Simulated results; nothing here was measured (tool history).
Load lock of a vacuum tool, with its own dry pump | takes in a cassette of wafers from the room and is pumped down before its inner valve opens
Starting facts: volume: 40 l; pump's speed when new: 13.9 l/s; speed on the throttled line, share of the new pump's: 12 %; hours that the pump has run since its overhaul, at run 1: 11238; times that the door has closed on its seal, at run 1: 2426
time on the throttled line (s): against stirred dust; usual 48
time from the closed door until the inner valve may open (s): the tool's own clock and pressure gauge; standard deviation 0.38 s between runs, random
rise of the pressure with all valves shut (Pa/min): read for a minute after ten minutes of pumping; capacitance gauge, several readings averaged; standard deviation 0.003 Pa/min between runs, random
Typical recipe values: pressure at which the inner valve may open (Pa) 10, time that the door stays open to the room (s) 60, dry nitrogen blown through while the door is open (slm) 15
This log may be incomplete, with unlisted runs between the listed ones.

run,day,time on the throttled line (s),pressure at which the inner valve may open (Pa),time that the door stays open to the room (s),dry nitrogen blown through while the door is open (slm),hours that the pump has run since its overhaul,times that the door has closed on its seal,"incoming humidity of the room's air, %",time from the closed door until the inner valve may open (s),rise of the pressure with all valves shut (Pa/min)
1,0.000,48,10,60,15,11238,2426,44.8,72.7,0.040
2,7.975,48,10,60,15,11430,2872,42.8,73.0,0.037
3,13.550,48,10,60,15,11564,3184,43.4,72.4,0.042
4,17.429,48,10,60,11,11657,3400,43.2,72.4,0.047
5,22.475,48,10,60,15,11778,3682,47.2,71.9,0.045
6,28.558,48,10,60,15,11924,4022,44.7,73.0,0.047
7,32.771,48,10,60,15,12025,4258,46.4,72.8,0.046
8,36.808,48,10,60,15,12122,4483,42.8,72.1,0.046
9,42.821,48,10,60,15,12266,4819,43.6,72.4,0.052
10,47.333,48,10,129,15,12374,5071,42.8,72.4,0.072
11,51.883,48,10,129,15,12484,5326,44.5,72.7,0.076
12,55.846,48,10,129,15,12579,5547,47.3,72.7,0.076
13,63.842,48,10,129,15,12771,5994,45.4,72.6,0.077
14,68.238,78,10,60,15,12876,6240,42.8,98.2,0.048
15,71.950,48,10,60,15,12965,6447,45.4,72.7,0.056
16,76.888,48,10,60,15,13084,6723,45.1,72.9,0.051
17,81.204,48,10,60,15,13187,6964,47.1,73.6,0.055
18,86.117,89,19,60,11,13305,7239,43.1,106.0,0.060
19,90.638,33,18,30,10,13414,7491,48.1,58.2,0.045
20,94.033,33,18,30,10,13495,7681,45.6,58.4,0.047
21,101.754,33,20,30,10,13681,8113,43.3,57.9,0.041
22,107.417,33,8,30,8,13816,8429,42.3,61.6,0.049
23,114.096,33,18,30,29,13977,8802,43.9,58.8,0.042
24,121.750,33,18,30,29,14160,9230,44.3,58.4,0.043
25,125.846,49,10,29,15,14259,9459,44.8,74.1,0.043
26,132.700,54,9,64,20,14423,9842,44.0,78.5,0.065
27,136.383,54,9,64,20,14512,10048,43.0,78.6,0.061
28,142.946,54,9,64,20,14669,10415,48.1,79.2,0.061
29,151.271,81,10,60,15,14869,10880,47.5,102.7,0.071
30,156.888,25,17,139,15,15004,11194,45.9,52.8,0.098
31,161.533,32,17,87,15,15115,11453,48.5,58.1,0.078
32,167.938,32,16,208,15,15269,11811,47.6,58.4,0.131

Forecast each of these 4 alternatives for the next run:
A,175.425,33,16,208,15,15449,12230,45.1,?,?
B,175.425,48,16,112,6,15449,12230,46.4,?,?
C,175.425,48,13,60,14,15449,12230,44.5,?,?
D,175.425,57,11,208,15,15449,12230,47.7,?,?

run,time from the closed door until the inner valve may open (s),rise of the pressure with all valves shut (Pa/min)
A,59.2,0.119
B,71.6,0.106
C,73.1,0.074
D,80.2,0.133
Take away the tool's hidden state, keep each run's random variation, and the runs would have read:
run,time from the closed door until the inner valve may open (s),rise of the pressure with all valves shut (Pa/min)
A,54.2,0.082
B,67.1,0.069
C,68.4,0.037
D,75.6,0.095
